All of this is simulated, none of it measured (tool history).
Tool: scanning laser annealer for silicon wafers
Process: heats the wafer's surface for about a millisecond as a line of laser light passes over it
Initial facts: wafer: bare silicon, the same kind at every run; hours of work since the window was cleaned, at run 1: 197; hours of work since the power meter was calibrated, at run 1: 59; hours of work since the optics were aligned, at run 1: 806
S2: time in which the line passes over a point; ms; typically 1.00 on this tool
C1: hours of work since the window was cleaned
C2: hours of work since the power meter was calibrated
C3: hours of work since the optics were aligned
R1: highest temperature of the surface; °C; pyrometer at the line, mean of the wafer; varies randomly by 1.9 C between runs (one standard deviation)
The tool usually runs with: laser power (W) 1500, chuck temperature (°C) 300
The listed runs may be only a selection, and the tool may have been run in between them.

{"run": 1, "hour": 0.0, "laser power (W)": 1500, "S2": 1.0, "chuck temperature (°C)": 300, "C1": 197, "C2": 59, "C3": 806, "R1": 1073}
{"run": 2, "hour": 9.7, "laser power (W)": 1500, "S2": 1.0, "chuck temperature (°C)": 300, "C1": 201, "C2": 64, "C3": 810, "R1": 1070}
{"run": 3, "hour": 19.2, "laser power (W)": 1500, "S2": 1.0, "chuck temperature (°C)": 300, "C1": 206, "C2": 68, "C3": 815, "R1": 1071}
{"run": 4, "hour": 30.1, "laser power (W)": 1500, "S2": 1.0, "chuck temperature (°C)": 300, "C1": 211, "C2": 73, "C3": 820, "R1": 1073}
{"run": 5, "hour": 47.9, "laser power (W)": 1415, "S2": 1.0, "chuck temperature (°C)": 300, "C1": 219, "C2": 82, "C3": 828, "R1": 1017}
{"run": 6, "hour": 59.1, "laser power (W)": 1415, "S2": 1.0, "chuck temperature (°C)": 300, "C1": 224, "C2": 87, "C3": 833, "R1": 1018}
{"run": 7, "hour": 77.4, "laser power (W)": 1415, "S2": 1.0, "chuck temperature (°C)": 300, "C1": 233, "C2": 95, "C3": 842, "R1": 1019}
{"run": 8, "hour": 92.9, "laser power (W)": 1500, "S2": 1.0, "chuck temperature (°C)": 300, "C1": 240, "C2": 103, "C3": 849, "R1": 1069}
{"run": 9, "hour": 105.7, "laser power (W)": 1529, "S2": 1.0, "chuck temperature (°C)": 300, "C1": 246, "C2": 109, "C3": 855, "R1": 1090}
{"hour": 115.1, "done": "optics aligned, line set to its width"}
{"run": 10, "hour": 123.6, "laser power (W)": 1500, "S2": 1.0, "chuck temperature (°C)": 300, "C1": 252, "C2": 115, "C3": 4, "R1": 1088}
{"run": 11, "hour": 134.7, "laser power (W)": 1500, "S2": 1.0, "chuck temperature (°C)": 300, "C1": 258, "C2": 120, "C3": 9, "R1": 1089}
{"run": 12, "hour": 151.0, "laser power (W)": 1500, "S2": 1.0, "chuck temperature (°C)": 300, "C1": 265, "C2": 128, "C3": 17, "R1": 1088}
{"run": 13, "hour": 168.9, "laser power (W)": 1310, "S2": 0.98, "chuck temperature (°C)": 304, "C1": 274, "C2": 136, "C3": 25, "R1": 959}
{"run": 14, "hour": 180.5, "laser power (W)": 1310, "S2": 0.98, "chuck temperature (°C)": 304, "C1": 279, "C2": 142, "C3": 31, "R1": 956}
{"run": 15, "hour": 196.9, "laser power (W)": 1310, "S2": 0.98, "chuck temperature (°C)": 304, "C1": 287, "C2": 149, "C3": 39, "R1": 952}
{"run": 16, "hour": 209.9, "laser power (W)": 1310, "S2": 1.02, "chuck temperature (°C)": 304, "C1": 293, "C2": 155, "C3": 45, "R1": 970}
{"run": 17, "hour": 225.7, "laser power (W)": 1444, "S2": 0.79, "chuck temperature (°C)": 300, "C1": 300, "C2": 163, "C3": 52, "R1": 952}
{"run": 18, "hour": 237.9, "laser power (W)": 1415, "S2": 0.82, "chuck temperature (°C)": 294, "C1": 306, "C2": 169, "C3": 58, "R1": 942}
{"run": 19, "hour": 251.9, "laser power (W)": 1415, "S2": 0.82, "chuck temperature (°C)": 294, "C1": 313, "C2": 175, "C3": 64, "R1": 941}
{"run": 20, "hour": 259.8, "laser power (W)": 1601, "S2": 0.74, "chuck temperature (°C)": 338, "C1": 316, "C2": 179, "C3": 68, "R1": 1055}
{"run": 21, "hour": 275.5, "laser power (W)": 1373, "S2": 0.74, "chuck temperature (°C)": 261, "C1": 324, "C2": 186, "C3": 75, "R1": 848}
{"run": 22, "hour": 286.2, "laser power (W)": 1373, "S2": 0.74, "chuck temperature (°C)": 261, "C1": 329, "C2": 191, "C3": 81, "R1": 845}
{"run": 23, "hour": 302.0, "laser power (W)": 1535, "S2": 1.0, "chuck temperature (°C)": 300, "C1": 336, "C2": 199, "C3": 88, "R1": 1105}

Consider 3 possible next runs. They are alternatives, not a sequence: every one starts from the tool as it was left by run 23. What does each give?
{"run": "A", "hour": 313.3, "laser power (W)": 1361, "S2": 1.0, "chuck temperature (°C)": 278, "C1": 342, "C2": 204, "C3": 93, "R1": "?"}
{"run": "B", "hour": 313.3, "laser power (W)": 1589, "S2": 0.71, "chuck temperature (°C)": 300, "C1": 342, "C2": 204, "C3": 93, "R1": "?"}
{"run": "C", "hour": 313.3, "laser power (W)": 1646, "S2": 0.8, "chuck temperature (°C)": 294, "C1": 342, "C2": 204, "C3": 93, "R1": "?"}

run=A R1=966
run=B R1=994
run=C R1=1065
Had the tool no hidden state, the same runs would have come out as:
run=A R1=987
run=B R1=1015
run=C R1=1089

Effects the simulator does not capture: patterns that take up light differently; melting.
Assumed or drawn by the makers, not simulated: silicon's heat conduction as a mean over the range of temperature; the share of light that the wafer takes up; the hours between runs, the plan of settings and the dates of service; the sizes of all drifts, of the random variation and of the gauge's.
